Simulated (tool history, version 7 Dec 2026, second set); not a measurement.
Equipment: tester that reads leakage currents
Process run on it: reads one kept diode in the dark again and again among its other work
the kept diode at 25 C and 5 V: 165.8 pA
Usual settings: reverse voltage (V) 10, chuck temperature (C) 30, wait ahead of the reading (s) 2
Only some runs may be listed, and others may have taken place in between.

run,day,reverse voltage (V),chuck temperature (C),wait ahead of the reading (s),current that the tester gives (pA)
1,0,10,30,2,366.15
2,5.4,10,30,2,364.17
3,10.754,5.3,30,2,259.57
4,13.542,10,30,2.15,363.02
5,18.829,10,30,2.15,364.57
6,22.133,6.2,30,2.15,280.78
7,27.562,4.2,30,2,229.52
8,30.229,10,30,2,364.57
9,34.6,10,49,2,1570.64
10,38.738,10,30,0.71,364.65
# day 40.4: probe card cleaned and baked
11,44.121,10,30,2,365.6
12,46.9,10,30,2,364.91
13,51.067,10,30,2,364.95
14,55.688,10,30,2,364.93
15,60.15,10,30,2,362.67
16,63.942,10,59,2,3171.32
17,67.283,10,59,2,3175.91
18,73.612,3.5,30,2,207.3
19,79.375,3.5,30,2,206.64
20,84.796,3.5,30,2,208.17
21,87.908,10,30,4.09,363.41
# day 91.671: chuck's temperature calibrated
22,92.046,10,30,4.09,365.41
23,95.979,7.5,30,5.04,311.15
24,100.046,7.5,30,5.04,312.33
25,104.217,7.5,30,5.04,311.8
26,108.683,7.5,30,5.04,310.66
27,113.412,1.1,30,0.37,111.68
28,119.692,1.1,30,0.37,112.31
29,125.029,1.1,30,0.37,112.21
30,129.592,10,30,5.67,364.82
31,135.358,10,30,5.67,365.51
32,139.921,8.5,47,1.21,1252.67
33,144.483,5.3,30,2,260.2
34,149.225,5.3,30,2,258.58
35,155.112,5.3,30,2,258.68
36,160.229,3.5,49,2.51,898.08
37,164.929,10,21,2,172.24
38,170.983,10,51,0.99,1807.37
39,174.888,5.3,35,0.44,389.51
40,181.125,3.7,20,2.72,91.99

Here are 3 independent what-if runs from the current tool condition. What would each one return?
A,185.933,3.7,21,7.29,?
B,185.933,3.7,23,4.61,?
C,185.933,10,35,6.44,?

run,current that the tester gives (pA)
A,101.23
B,119
C,543.53
With no hidden state in the tool, these same runs would have given:
run,current that the tester gives (pA)
A,101.13
B,118.9
C,543.15

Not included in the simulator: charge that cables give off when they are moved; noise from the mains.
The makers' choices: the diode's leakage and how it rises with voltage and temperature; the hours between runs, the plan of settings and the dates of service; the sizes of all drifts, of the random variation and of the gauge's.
